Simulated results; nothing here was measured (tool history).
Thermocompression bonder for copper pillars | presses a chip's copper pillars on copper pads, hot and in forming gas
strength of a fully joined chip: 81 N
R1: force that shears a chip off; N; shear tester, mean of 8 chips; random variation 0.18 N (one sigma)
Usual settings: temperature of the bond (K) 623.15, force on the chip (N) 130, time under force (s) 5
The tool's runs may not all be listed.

{"run": 1, "day": 0.0, "temperature of the bond (K)": 623.15, "force on the chip (N)": 130, "time under force (s)": 5, "R1": 31.4}
{"run": 2, "day": 0.475, "temperature of the bond (K)": 623.15, "force on the chip (N)": 130, "time under force (s)": 5, "R1": 30.9}
{"run": 3, "day": 0.812, "temperature of the bond (K)": 623.15, "force on the chip (N)": 130, "time under force (s)": 5, "R1": 31.4}
{"run": 4, "day": 1.192, "temperature of the bond (K)": 623.15, "force on the chip (N)": 130, "time under force (s)": 5, "R1": 31.5}
{"run": 5, "day": 1.583, "temperature of the bond (K)": 623.15, "force on the chip (N)": 130, "time under force (s)": 5, "R1": 31.5}
{"run": 6, "day": 1.992, "temperature of the bond (K)": 623.15, "force on the chip (N)": 97, "time under force (s)": 5, "R1": 22.9}
{"run": 7, "day": 2.612, "temperature of the bond (K)": 623.15, "force on the chip (N)": 97, "time under force (s)": 5, "R1": 22.9}
{"run": 8, "day": 3.254, "temperature of the bond (K)": 623.15, "force on the chip (N)": 97, "time under force (s)": 5, "R1": 23}
{"run": 9, "day": 3.954, "temperature of the bond (K)": 622.15, "force on the chip (N)": 131, "time under force (s)": 4, "R1": 28.6}
{"run": 10, "day": 4.5, "temperature of the bond (K)": 622.15, "force on the chip (N)": 131, "time under force (s)": 13, "R1": 44.4}
{"run": 11, "day": 4.904, "temperature of the bond (K)": 622.15, "force on the chip (N)": 131, "time under force (s)": 13, "R1": 44.1}

Run 12 comes next. What will it give?
{"run": 12, "day": 5.3, "temperature of the bond (K)": 633.15, "force on the chip (N)": 131, "time under force (s)": 6, "R1": "?"}

R1: 37.5 N
Without the tool's hidden state the same run would have given R1 37.1 N.

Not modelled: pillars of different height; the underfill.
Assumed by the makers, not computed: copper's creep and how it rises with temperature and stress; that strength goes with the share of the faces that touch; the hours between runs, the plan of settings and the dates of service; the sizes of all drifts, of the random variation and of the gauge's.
